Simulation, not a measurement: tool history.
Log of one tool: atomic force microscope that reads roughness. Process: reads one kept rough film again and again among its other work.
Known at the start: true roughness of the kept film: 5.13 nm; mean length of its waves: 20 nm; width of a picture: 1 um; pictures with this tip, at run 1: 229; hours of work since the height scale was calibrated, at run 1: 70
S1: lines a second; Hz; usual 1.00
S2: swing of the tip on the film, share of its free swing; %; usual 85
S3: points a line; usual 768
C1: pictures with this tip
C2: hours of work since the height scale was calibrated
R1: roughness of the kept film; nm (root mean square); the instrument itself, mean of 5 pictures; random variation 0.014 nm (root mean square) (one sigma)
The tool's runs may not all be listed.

run 1 day=0.000 | S1=1.00 S2=85 S3=768 | C1=229 C2=70 | R1=2.586
run 2 day=0.329 | S1=1.00 S2=85 S3=768 | C1=236 C2=74 | R1=2.563
run 3 day=0.683 | S1=1.00 S2=85 S3=768 | C1=244 C2=79 | R1=2.529
run 4 day=1.121 | S1=0.96 S2=85 S3=768 | C1=253 C2=85 | R1=2.545
run 5 day=1.467 | S1=1.00 S2=85 S3=768 | C1=260 C2=89 | R1=2.514
run 6 day=1.662 | S1=1.00 S2=85 S3=433 | C1=265 C2=92 | R1=2.473
run 7 day=2.096 | S1=1.00 S2=56 S3=768 | C1=274 C2=98 | R1=2.690
run 8 day=2.338 | S1=1.00 S2=70 S3=638 | C1=279 C2=101 | R1=2.588
-- day=2.792 new tip fitted
run 9 day=2.821 | S1=1.00 S2=65 S3=386 | C1=0 C2=107 | R1=3.564
-- day=2.900 height scale calibrated on a step standard
run 10 day=3.317 | S1=3.75 S2=65 S3=530 | C1=10 C2=6 | R1=3.194
run 11 day=3.550 | S1=3.75 S2=70 S3=582 | C1=15 C2=9 | R1=3.072
-- day=3.904 height scale calibrated on a step standard, once more
run 12 day=3.925 | S1=3.75 S2=70 S3=582 | C1=22 C2=0 | R1=3.069
run 13 day=4.338 | S1=0.56 S2=83 S3=581 | C1=31 C2=6 | R1=3.403

Measured less the same run without the tool's hidden state. The same run-to-run variation is in both; the gauge's scatter may not be:
The hidden state here: radius of the tip, nm; height scale over the true one, %; drift of the gauge itself on roughness_nm, %.
run=1 R1=-0.821
run=2 R1=-0.837
run=3 R1=-0.857
run=4 R1=-0.891
run=5 R1=-0.901
run=6 R1=-0.901
run=7 R1=-1.012
run=8 R1=-0.987
run=9 R1=-0.042
run=10 R1=-0.077
run=11 R1=-0.094
run=12 R1=-0.116
run=13 R1=-0.173

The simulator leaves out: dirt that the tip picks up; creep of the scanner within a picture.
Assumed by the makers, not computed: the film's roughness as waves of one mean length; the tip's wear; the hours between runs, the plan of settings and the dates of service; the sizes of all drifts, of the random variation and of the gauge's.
